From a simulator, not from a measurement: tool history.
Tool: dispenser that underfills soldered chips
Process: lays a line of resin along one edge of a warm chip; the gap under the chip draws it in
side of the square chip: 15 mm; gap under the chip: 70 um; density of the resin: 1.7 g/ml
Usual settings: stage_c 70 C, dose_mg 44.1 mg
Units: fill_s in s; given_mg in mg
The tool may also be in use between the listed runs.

run,hour,stage_c,dose_mg,fill_s,given_mg
1,0,70,44.1,188.2,40.37
2,6.5,70,44.1,270.2,40.3
3,14.9,70,44.1,429.3,39.98
# hour 15.7: new syringe of resin
# hour 24.2: dispensing valve cleaned and set on the balance
4,27.3,70,44.1,291.7,43.93
# hour 35.1: new syringe of resin
5,38.7,70,44.1,193.2,43.75
6,46,80,44.1,188.1,43.31
# hour 53.4: new syringe of resin
7,55.7,59,44.1,317.6,42.98
8,67.4,70,40.2,359.9,39
# hour 71.3: new syringe of resin
9,73.3,66,57,216.7,55.21

The next listed run, before its measurement:
10,79.7,66,42.4,?,?

fill_s: 328.1 s
given_mg: 40.99 mg
Without the tool's hidden state the same run would have given fill_s 197.9 s, given_mg 42.56 mg.
